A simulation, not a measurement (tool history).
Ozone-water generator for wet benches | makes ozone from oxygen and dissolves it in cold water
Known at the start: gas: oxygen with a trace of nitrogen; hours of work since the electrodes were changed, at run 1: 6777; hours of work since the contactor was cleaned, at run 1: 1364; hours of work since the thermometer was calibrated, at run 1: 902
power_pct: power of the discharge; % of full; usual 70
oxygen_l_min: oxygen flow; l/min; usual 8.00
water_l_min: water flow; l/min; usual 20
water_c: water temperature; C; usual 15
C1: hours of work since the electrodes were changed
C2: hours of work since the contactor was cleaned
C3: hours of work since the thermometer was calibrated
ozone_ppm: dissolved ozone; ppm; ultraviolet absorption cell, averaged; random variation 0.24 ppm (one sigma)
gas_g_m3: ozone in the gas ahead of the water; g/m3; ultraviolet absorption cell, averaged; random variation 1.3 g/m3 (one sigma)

Run 1, day 0.000: usual settings; C1 6777; C2 1364; C3 902. Result: ozone_ppm 29.2 ppm, gas_g_m3 189.4 g/m3.
Run 2, day 5.467: usual settings; C1 6881; C2 1469; C3 1007. Result: ozone_ppm 29.4 ppm, gas_g_m3 187.4 g/m3.
Run 3, day 11.471: usual settings but oxygen_l_min 11.60 l/min; C1 6996; C2 1584; C3 1122. Result: ozone_ppm 27.7 ppm, gas_g_m3 151.7 g/m3.
Run 4, day 17.021: usual settings but oxygen_l_min 4.01 l/min; C1 7102; C2 1690; C3 1228. Result: ozone_ppm 29.9 ppm, gas_g_m3 280.5 g/m3.
At day 17.804: water thermometer calibrated.
Run 5, day 21.158: usual settings but oxygen_l_min 5.89 l/min; C1 7181; C2 1769; C3 64. Result: ozone_ppm 29.8 ppm, gas_g_m3 224.2 g/m3.
Run 6, day 29.104: usual settings but power_pct 54 % of full, oxygen_l_min 5.89 l/min; C1 7333; C2 1921; C3 216. Result: ozone_ppm 25.8 ppm, gas_g_m3 193.5 g/m3.
Run 7, day 35.133: usual settings but power_pct 54 % of full, oxygen_l_min 5.89 l/min; C1 7449; C2 2036; C3 332. Result: ozone_ppm 25.6 ppm, gas_g_m3 191.5 g/m3.
Run 8, day 39.850: usual settings but power_pct 54 % of full, oxygen_l_min 5.89 l/min; C1 7539; C2 2127; C3 422. Result: ozone_ppm 25.1 ppm, gas_g_m3 191.0 g/m3.
Run 9, day 43.892: usual settings but power_pct 69 % of full; C1 7616; C2 2204; C3 499. Result: ozone_ppm 28.6 ppm, gas_g_m3 181.8 g/m3.
Run 10, day 51.792: usual settings but power_pct 69 % of full, oxygen_l_min 10.87 l/min, water_c 8 C; C1 7768; C2 2355; C3 651. Result: ozone_ppm 30.6 ppm, gas_g_m3 150.6 g/m3.
Run 11, day 56.917: usual settings but power_pct 86 % of full, oxygen_l_min 8.01 l/min, water_l_min 13 l/min, water_c 10 C; C1 7866; C2 2454; C3 749. Result: ozone_ppm 46.2 ppm, gas_g_m3 203.0 g/m3.
Run 12, day 60.779: usual settings but power_pct 86 % of full, oxygen_l_min 8.01 l/min, water_l_min 13 l/min, water_c 10 C; C1 7940; C2 2527; C3 823. Result: ozone_ppm 46.3 ppm, gas_g_m3 204.1 g/m3.

5 ways to go on from here, each from the tool as it stands after run 12. What would each give?
At day 62.088: water thermometer calibrated, once more.
Run A, day 69.129: usual settings but water_c 23 C; C1 8099; C2 2687; C3 135. Result: ozone_ppm ?, gas_g_m3 ?.
At day 62.088: water thermometer calibrated, once more.
Run B, day 69.129: usual settings but power_pct 62 % of full, oxygen_l_min 4.41 l/min; C1 8099; C2 2687; C3 135. Result: ozone_ppm ?, gas_g_m3 ?.
At day 62.088: water thermometer calibrated, once more.
Run C, day 69.129: usual settings but oxygen_l_min 4.13 l/min; C1 8099; C2 2687; C3 135. Result: ozone_ppm ?, gas_g_m3 ?.
At day 62.088: water thermometer calibrated, once more.
Run D, day 69.129: usual settings but oxygen_l_min 7.93 l/min, water_c 11 C; C1 8099; C2 2687; C3 135. Result: ozone_ppm ?, gas_g_m3 ?.
At day 62.088: water thermometer calibrated, once more.
Run E, day 69.129: usual settings but oxygen_l_min 4.76 l/min, water_c 21 C; C1 8099; C2 2687; C3 135. Result: ozone_ppm ?, gas_g_m3 ?.

run  ozone_ppm  gas_g_m3
  A       24.4     181.9
  B       27.0     238.9
  C       28.9     267.2
  D       30.4     182.9
  E       26.5     245.6
Without the tool's hidden state the same runs would have given:
run  ozone_ppm  gas_g_m3
  A       31.3     230.5
  B       34.1     297.5
  C       37.1     338.6
  D       39.1     231.8
  E       34.1     311.3
